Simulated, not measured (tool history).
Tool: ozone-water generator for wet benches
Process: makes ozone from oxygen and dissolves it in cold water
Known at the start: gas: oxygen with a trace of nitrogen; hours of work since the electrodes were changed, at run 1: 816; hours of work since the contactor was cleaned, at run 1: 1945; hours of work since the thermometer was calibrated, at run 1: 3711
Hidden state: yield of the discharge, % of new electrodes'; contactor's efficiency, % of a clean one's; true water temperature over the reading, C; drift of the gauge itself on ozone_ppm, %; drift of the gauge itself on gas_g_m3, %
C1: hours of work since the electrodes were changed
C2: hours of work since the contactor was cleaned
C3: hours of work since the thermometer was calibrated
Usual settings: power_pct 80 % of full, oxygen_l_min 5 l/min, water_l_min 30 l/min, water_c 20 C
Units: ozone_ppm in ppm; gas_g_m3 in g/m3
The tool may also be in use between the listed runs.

run 1 hour=0 | power_pct=80 oxygen_l_min=5 water_l_min=30 water_c=20 | C1=816 C2=1945 C3=3711 | ozone_ppm=13.9 gas_g_m3=186.9
run 2 hour=90 | power_pct=80 oxygen_l_min=5 water_l_min=30 water_c=20 | C1=891 C2=2019 C3=3786 | ozone_ppm=13.8 gas_g_m3=185.1
run 3 hour=233.8 | power_pct=80 oxygen_l_min=5 water_l_min=30 water_c=26 | C1=1010 C2=2138 C3=3905 | ozone_ppm=12.6 gas_g_m3=182
run 4 hour=344.8 | power_pct=80 oxygen_l_min=5 water_l_min=30 water_c=26 | C1=1102 C2=2230 C3=3997 | ozone_ppm=12.4 gas_g_m3=185.1
run 5 hour=452.8 | power_pct=80 oxygen_l_min=5 water_l_min=30 water_c=26 | C1=1191 C2=2320 C3=4086 | ozone_ppm=12.5 gas_g_m3=183.5
-- hour=587.6 water thermometer calibrated
run 6 hour=615.4 | power_pct=80 oxygen_l_min=5 water_l_min=30 water_c=26 | C1=1325 C2=2454 C3=23 | ozone_ppm=12.4 gas_g_m3=182.2
run 7 hour=763.8 | power_pct=80 oxygen_l_min=5 water_l_min=30 water_c=20 | C1=1448 C2=2576 C3=146 | ozone_ppm=13.4 gas_g_m3=180.4
run 8 hour=915.2 | power_pct=80 oxygen_l_min=8.91 water_l_min=30 water_c=20 | C1=1573 C2=2702 C3=271 | ozone_ppm=12.4 gas_g_m3=123.2
run 9 hour=1064.8 | power_pct=80 oxygen_l_min=8.91 water_l_min=30 water_c=20 | C1=1697 C2=2826 C3=395 | ozone_ppm=12.4 gas_g_m3=122.3
-- hour=1139.4 contactor cleaned
run 10 hour=1147.8 | power_pct=80 oxygen_l_min=8.91 water_l_min=30 water_c=20 | C1=1762 C2=7 C3=460 | ozone_ppm=12.7 gas_g_m3=122.3
run 11 hour=1316.1 | power_pct=80 oxygen_l_min=5.88 water_l_min=30 water_c=20 | C1=1901 C2=146 C3=599 | ozone_ppm=13.5 gas_g_m3=159.7
run 12 hour=1422.6 | power_pct=80 oxygen_l_min=5.88 water_l_min=30 water_c=20 | C1=1990 C2=234 C3=688 | ozone_ppm=13.2 gas_g_m3=160.8
run 13 hour=1568.3 | power_pct=80 oxygen_l_min=5 water_l_min=30 water_c=20 | C1=2110 C2=355 C3=808 | ozone_ppm=13.2 gas_g_m3=176.9
run 14 hour=1658.4 | power_pct=80 oxygen_l_min=5 water_l_min=30 water_c=20 | C1=2185 C2=429 C3=883 | ozone_ppm=13.3 gas_g_m3=177
run 15 hour=1762.5 | power_pct=55 oxygen_l_min=5 water_l_min=30 water_c=20 | C1=2271 C2=516 C3=969 | ozone_ppm=10.5 gas_g_m3=138.7
run 16 hour=1930.2 | power_pct=55 oxygen_l_min=5 water_l_min=30 water_c=20 | C1=2410 C2=654 C3=1107 | ozone_ppm=10.4 gas_g_m3=140.1
run 17 hour=2006.9 | power_pct=80 oxygen_l_min=5 water_l_min=30 water_c=20 | C1=2473 C2=718 C3=1171 | ozone_ppm=13 gas_g_m3=175.7
run 18 hour=2113.6 | power_pct=92 oxygen_l_min=3.6 water_l_min=25 water_c=14 | C1=2561 C2=806 C3=1259 | ozone_ppm=17.7 gas_g_m3=233.9
run 19 hour=2198.4 | power_pct=49 oxygen_l_min=6.9 water_l_min=29 water_c=21 | C1=2631 C2=876 C3=1329 | ozone_ppm=9.6 gas_g_m3=106.2
run 20 hour=2363 | power_pct=97 oxygen_l_min=5 water_l_min=30 water_c=12 | C1=2768 C2=1012 C3=1466 | ozone_ppm=15.6 gas_g_m3=194.6
run 21 hour=2499.9 | power_pct=97 oxygen_l_min=5 water_l_min=30 water_c=17 | C1=2881 C2=1126 C3=1579 | ozone_ppm=14.5 gas_g_m3=193.6
run 22 hour=2596.9 | power_pct=97 oxygen_l_min=5 water_l_min=30 water_c=17 | C1=2961 C2=1206 C3=1659 | ozone_ppm=14.7 gas_g_m3=190.7
run 23 hour=2719.9 | power_pct=97 oxygen_l_min=5 water_l_min=30 water_c=17 | C1=3063 C2=1308 C3=1761 | ozone_ppm=14.7 gas_g_m3=192.6
run 24 hour=2837 | power_pct=40 oxygen_l_min=3.44 water_l_min=30 water_c=26 | C1=3160 C2=1405 C3=1858 | ozone_ppm=8 gas_g_m3=145.7
run 25 hour=2992 | power_pct=40 oxygen_l_min=3.44 water_l_min=30 water_c=26 | C1=3288 C2=1533 C3=1986 | ozone_ppm=7.8 gas_g_m3=146.8

Run 26 comes next. What will it give?
run 26 hour=3143.8 | power_pct=67 oxygen_l_min=4.12 water_l_min=22 water_c=26 | C1=3414 C2=1658 C3=2111 | ozone_ppm=? gas_g_m3=?

Run 26 gave ozone_ppm 14 ppm, gas_g_m3 175.1 g/m3.
Without the tool's hidden state the same run would have given ozone_ppm 16 ppm, gas_g_m3 195.4 g/m3.
